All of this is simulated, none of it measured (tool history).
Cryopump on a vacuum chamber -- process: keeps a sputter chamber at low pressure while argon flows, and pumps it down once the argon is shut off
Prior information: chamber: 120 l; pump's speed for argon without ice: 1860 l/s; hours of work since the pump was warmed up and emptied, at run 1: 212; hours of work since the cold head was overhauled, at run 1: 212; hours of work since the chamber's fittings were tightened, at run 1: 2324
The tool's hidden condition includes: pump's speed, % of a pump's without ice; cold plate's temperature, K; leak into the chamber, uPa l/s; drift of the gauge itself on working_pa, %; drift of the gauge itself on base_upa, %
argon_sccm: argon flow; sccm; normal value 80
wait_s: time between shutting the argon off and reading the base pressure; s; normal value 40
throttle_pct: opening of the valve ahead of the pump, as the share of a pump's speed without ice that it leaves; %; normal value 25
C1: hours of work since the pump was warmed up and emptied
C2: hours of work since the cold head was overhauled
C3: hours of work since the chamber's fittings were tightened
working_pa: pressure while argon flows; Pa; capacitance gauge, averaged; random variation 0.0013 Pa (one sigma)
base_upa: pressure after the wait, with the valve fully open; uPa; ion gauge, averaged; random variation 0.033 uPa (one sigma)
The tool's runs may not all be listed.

Run 1, hour 0.0: usual settings; C1 212; C2 212; C3 2324. Result: working_pa 0.2981 Pa, base_upa 1.90 uPa.
Run 2, hour 48.5: usual settings but argon_sccm 58 sccm; C1 245; C2 245; C3 2357. Result: working_pa 0.2176 Pa, base_upa 1.88 uPa.
Run 3, hour 100.5: usual settings but argon_sccm 58 sccm; C1 280; C2 280; C3 2392. Result: working_pa 0.2169 Pa, base_upa 1.89 uPa.
Run 4, hour 129.4: usual settings; C1 299; C2 299; C3 2411. Result: working_pa 0.3031 Pa, base_upa 1.88 uPa.
Run 5, hour 166.9: usual settings; C1 324; C2 324; C3 2437. Result: working_pa 0.3028 Pa, base_upa 1.90 uPa.
Run 6, hour 199.5: usual settings; C1 346; C2 346; C3 2459. Result: working_pa 0.3038 Pa, base_upa 1.89 uPa.
Run 7, hour 227.1: usual settings; C1 365; C2 365; C3 2477. Result: working_pa 0.3085 Pa, base_upa 1.95 uPa.
Run 8, hour 279.6: usual settings but throttle_pct 41 %; C1 400; C2 400; C3 2512. Result: working_pa 0.1935 Pa, base_upa 1.99 uPa.
Run 9, hour 311.8: usual settings; C1 422; C2 422; C3 2534. Result: working_pa 0.3073 Pa, base_upa 1.91 uPa.
Run 10, hour 341.5: usual settings; C1 442; C2 442; C3 2554. Result: working_pa 0.3096 Pa, base_upa 2.01 uPa.
Run 11, hour 397.3: usual settings; C1 480; C2 480; C3 2592. Result: working_pa 0.3095 Pa, base_upa 1.99 uPa.
Run 12, hour 441.4: usual settings; C1 509; C2 509; C3 2621. Result: working_pa 0.3115 Pa, base_upa 2.03 uPa.
Run 13, hour 503.7: usual settings; C1 551; C2 551; C3 2663. Result: working_pa 0.3145 Pa, base_upa 1.97 uPa.
Run 14, hour 542.0: usual settings; C1 577; C2 577; C3 2689. Result: working_pa 0.3171 Pa, base_upa 2.02 uPa.
Run 15, hour 568.6: usual settings; C1 595; C2 595; C3 2707. Result: working_pa 0.3172 Pa, base_upa 2.01 uPa.
At hour 622.3: pump warmed up, emptied and cooled again.
Run 16, hour 628.1: usual settings but wait_s 37 s; C1 4; C2 632; C3 2744. Result: working_pa 0.2885 Pa, base_upa 2.05 uPa.
Run 17, hour 664.6: usual settings but argon_sccm 88 sccm, wait_s 123 s, throttle_pct 58 %; C1 28; C2 656; C3 2768. Result: working_pa 0.1391 Pa, base_upa 0.86 uPa.
Run 18, hour 727.4: usual settings but argon_sccm 88 sccm, wait_s 123 s, throttle_pct 58 %; C1 71; C2 698; C3 2811. Result: working_pa 0.1414 Pa, base_upa 0.84 uPa.
Run 19, hour 768.7: usual settings but argon_sccm 38 sccm, wait_s 144 s, throttle_pct 45 %; C1 99; C2 726; C3 2838. Result: working_pa 0.0783 Pa, base_upa 0.77 uPa.
Run 20, hour 798.1: usual settings but argon_sccm 44 sccm, wait_s 42 s, throttle_pct 31 %; C1 118; C2 746; C3 2858. Result: working_pa 0.1322 Pa, base_upa 1.86 uPa.
Run 21, hour 861.3: usual settings but argon_sccm 44 sccm, wait_s 42 s, throttle_pct 31 %; C1 161; C2 789; C3 2901. Result: working_pa 0.1328 Pa, base_upa 1.85 uPa.
Run 22, hour 909.8: usual settings but argon_sccm 52 sccm, throttle_pct 37 %; C1 194; C2 821; C3 2933. Result: working_pa 0.1327 Pa, base_upa 1.89 uPa.
Run 23, hour 947.2: usual settings but argon_sccm 77 sccm, wait_s 47 s, throttle_pct 39 %; C1 219; C2 847; C3 2959. Result: working_pa 0.1883 Pa, base_upa 1.72 uPa.
Run 24, hour 1009.1: usual settings but throttle_pct 19 %; C1 260; C2 888; C3 3000. Result: working_pa 0.3928 Pa, base_upa 1.97 uPa.
Run 25, hour 1045.4: usual settings but throttle_pct 19 %; C1 285; C2 913; C3 3025. Result: working_pa 0.3947 Pa, base_upa 1.94 uPa.
Run 26, hour 1071.6: usual settings but argon_sccm 51 sccm, wait_s 205 s, throttle_pct 18 %; C1 303; C2 930; C3 3042. Result: working_pa 0.2674 Pa, base_upa 0.72 uPa.
Run 27, hour 1097.4: usual settings but argon_sccm 143 sccm, wait_s 74 s, throttle_pct 17 %; C1 320; C2 948; C3 3060. Result: working_pa 0.7865 Pa, base_upa 1.25 uPa.

Hidden state at the last listed run before each entry between runs and at the first one after, where it differs:
Runs 15 to 16: pump warmed up, emptied and cooled again (hour 622.3)
  pump's speed, % of a pump's without ice: 73.3 -> 99.6; cold plate's temperature, K: 12.2 -> 12.21; leak into the chamber, uPa l/s: 617 -> 621
  difference, measured minus the result without the unlogged condition, working_pa: +0.0268 -> +0.0006 Pa; base_upa: +0.29 -> +0.18 uPa

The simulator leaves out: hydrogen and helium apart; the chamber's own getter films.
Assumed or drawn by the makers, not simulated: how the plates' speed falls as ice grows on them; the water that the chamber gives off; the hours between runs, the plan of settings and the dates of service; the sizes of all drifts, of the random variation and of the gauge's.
